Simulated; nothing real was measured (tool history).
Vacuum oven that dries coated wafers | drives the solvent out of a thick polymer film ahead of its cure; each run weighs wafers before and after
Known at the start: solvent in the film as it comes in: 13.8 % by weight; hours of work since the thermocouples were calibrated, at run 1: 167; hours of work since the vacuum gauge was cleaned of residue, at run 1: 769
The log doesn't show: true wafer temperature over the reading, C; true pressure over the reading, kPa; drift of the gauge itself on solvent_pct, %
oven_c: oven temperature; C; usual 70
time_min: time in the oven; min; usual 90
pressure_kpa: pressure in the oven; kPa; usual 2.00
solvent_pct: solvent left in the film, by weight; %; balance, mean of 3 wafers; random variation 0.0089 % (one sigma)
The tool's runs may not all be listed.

run   hour  oven_c  time_min  pressure_kpa  hours of work since the thermocouples were calibrated  hours of work since the vacuum gauge was cleaned of residue  solvent_pct
  1    0.0      70        90          2.00                                                    167                                                          769        2.494
  2   47.1      70        90          2.00                                                    195                                                          797        2.488
  3   90.1      70        90          2.00                                                    220                                                          822        2.479
  4  138.1      70        90          2.00                                                    249                                                          851        2.496
  5  195.2      81        90          2.00                                                    283                                                          885        1.173
     201.3  -- oven's thermocouples calibrated
  6  263.0      81        90          2.00                                                     37                                                          924        1.142
  7  300.0      84        90          2.00                                                     59                                                          946        0.997
  8  354.1      75        48          3.02                                                     91                                                          978        3.489
  9  405.4      75        48          3.02                                                    121                                                         1008        3.461
 10  458.2      70        50          3.54                                                    153                                                         1040        5.024
     487.6  -- oven's thermocouples calibrated, once more
 11  515.1      58       143          1.02                                                     16                                                         1072        3.437
 12  558.4      61        90          6.25                                                     42                                                         1098        9.013
 13  615.7      64        90          7.87                                                     76                                                         1132        9.297

The same runs without the tool's hidden state, with the same run-to-run variation:
run  solvent_pct
  1        2.374
  2        2.370
  3        2.362
  4        2.380
  5        1.091
  6        1.061
  7        0.923
  8        3.434
  9        3.411
 10        4.978
 11        3.078
 12        8.659
 13        8.958
